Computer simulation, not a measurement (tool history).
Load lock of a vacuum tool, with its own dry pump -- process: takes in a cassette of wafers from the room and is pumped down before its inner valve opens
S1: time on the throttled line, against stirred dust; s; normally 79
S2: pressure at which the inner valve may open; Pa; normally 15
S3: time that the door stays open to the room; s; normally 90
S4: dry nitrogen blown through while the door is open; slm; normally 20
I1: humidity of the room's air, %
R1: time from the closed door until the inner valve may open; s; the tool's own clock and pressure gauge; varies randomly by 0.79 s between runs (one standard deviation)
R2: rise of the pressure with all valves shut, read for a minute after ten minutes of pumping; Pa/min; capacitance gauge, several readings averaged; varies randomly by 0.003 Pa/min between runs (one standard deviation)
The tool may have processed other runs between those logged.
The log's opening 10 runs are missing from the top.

Run 11, hour 2288.9: usual settings but S2 25 Pa; I1 46.4. Result: R1 119.8 s, R2 0.045 Pa/min.
Run 12, hour 2451.3: usual settings; I1 43.6. Result: R1 121.6 s, R2 0.043 Pa/min.
Run 13, hour 2687.0: usual settings; I1 44.4. Result: R1 119.4 s, R2 0.041 Pa/min.
Run 14, hour 2976.7: usual settings; I1 43.1. Result: R1 123.4 s, R2 0.044 Pa/min.
Run 15, hour 3255.9: usual settings; I1 49.7. Result: R1 120.9 s, R2 0.050 Pa/min.
Run 16, hour 3470.1: usual settings but S1 68 s; I1 44.8. Result: R1 112.5 s, R2 0.044 Pa/min.
Run 17, hour 3801.3: usual settings but S1 68 s; I1 44.8. Result: R1 111.8 s, R2 0.040 Pa/min.
Run 18, hour 4012.2: usual settings but S1 68 s; I1 45.2. Result: R1 111.7 s, R2 0.042 Pa/min.
Run 19, hour 4316.2: usual settings but S1 68 s, S2 14 Pa; I1 42.1. Result: R1 113.4 s, R2 0.045 Pa/min.
Run 20, hour 4627.5: usual settings but S3 46 s; I1 43.6. Result: R1 121.8 s, R2 0.033 Pa/min.

Run 21 is up next; what results do you expect?
Run 21, hour 4998.4: usual settings but S2 19 Pa, S3 180 s; I1 45.1. Result: R1 ?, R2 ?.

For run 21 the tool returned R1 120.0 s, R2 0.067 Pa/min.
On a tool with no hidden condition, and with the same random variation, this run would have come out at R1 120.0 s, R2 0.067 Pa/min.
